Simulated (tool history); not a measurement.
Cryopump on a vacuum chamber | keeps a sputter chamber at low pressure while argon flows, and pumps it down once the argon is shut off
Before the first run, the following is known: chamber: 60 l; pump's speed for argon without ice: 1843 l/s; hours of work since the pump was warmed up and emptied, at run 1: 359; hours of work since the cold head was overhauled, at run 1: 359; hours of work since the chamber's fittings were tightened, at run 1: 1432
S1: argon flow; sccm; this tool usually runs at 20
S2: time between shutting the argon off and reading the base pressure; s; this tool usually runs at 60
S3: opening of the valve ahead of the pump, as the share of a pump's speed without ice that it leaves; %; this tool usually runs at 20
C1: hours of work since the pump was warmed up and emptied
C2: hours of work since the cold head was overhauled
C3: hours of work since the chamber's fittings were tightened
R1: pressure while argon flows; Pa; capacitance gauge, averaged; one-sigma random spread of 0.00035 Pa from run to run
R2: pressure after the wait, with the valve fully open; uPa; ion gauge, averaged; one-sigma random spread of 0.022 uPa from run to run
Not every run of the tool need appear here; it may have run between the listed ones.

run	day	S1	S2	S3	C1	C2	C3	R1	R2
1	0.000	20	60	20	359	359	1432	0.0944	1.98
2	0.612	15	60	20	372	372	1445	0.0709	1.96
3	1.288	20	60	20	386	386	1459	0.0938	2.01
4	1.733	20	60	20	395	395	1468	0.0944	2.06
# day 1.921: leaking fittings of the chamber tightened, without venting
5	2.688	20	60	20	413	413	16	0.0952	0.65
6	3.588	9	60	20	432	432	35	0.0427	0.68
7	4.392	20	44	20	449	449	51	0.0950	0.87
8	4.800	17	60	20	457	457	60	0.0805	0.74
9	5.688	17	60	20	476	476	78	0.0809	0.74
10	6.379	17	60	20	490	490	93	0.0809	0.72
11	6.742	20	60	20	498	498	100	0.0955	0.78
12	7.488	20	60	20	513	513	116	0.0957	0.78
13	8.038	20	60	20	525	525	127	0.0957	0.77
14	8.671	15	60	20	538	538	140	0.0716	0.81
15	9.338	20	60	20	552	552	154	0.0959	0.80
16	9.858	20	60	20	562	562	165	0.0961	0.81
17	10.400	15	60	20	574	574	176	0.0724	0.84
18	11.038	8	244	36	587	587	189	0.0219	0.47
19	11.438	20	37	20	595	595	198	0.0966	1.12
20	11.971	10	193	22	606	606	209	0.0438	0.56
21	12.375	32	37	25	615	615	217	0.1243	1.17
22	13.117	38	66	21	630	630	233	0.1747	0.86
# day 13.696: pump warmed up, emptied and cooled again
23	14.004	19	164	31	6	644	247	0.0564	0.57
24	14.646	11	63	20	20	658	260	0.0510	0.83
25	15.258	11	63	20	32	670	273	0.0508	0.84
26	15.867	12	34	29	45	683	285	0.0384	1.18
27	16.408	28	87	27	56	694	297	0.0963	0.67
28	16.967	12	108	20	68	706	308	0.0554	0.68
29	17.654	25	48	19	82	720	323	0.1219	1.04
30	18.392	22	149	60	98	735	338	0.0349	0.64
31	19.067	22	149	60	112	749	352	0.0346	0.68
32	19.696	14	149	25	125	763	365	0.0523	0.67
33	20.146	16	43	25	134	772	374	0.0596	1.16

Alternative continuations, all from the tool just after run 33; predict every row:
A	20.938	20	43	45	150	788	391	?	?
B	20.938	16	201	25	150	788	391	?	?
C	20.938	10	127	20	150	788	391	?	?

run	R1	R2
A	0.0421	1.13
B	0.0600	0.62
C	0.0461	0.71
Without the tool's hidden state the same runs would have given:
run	R1	R2
A	0.0409	0.79
B	0.0590	0.28
C	0.0455	0.36
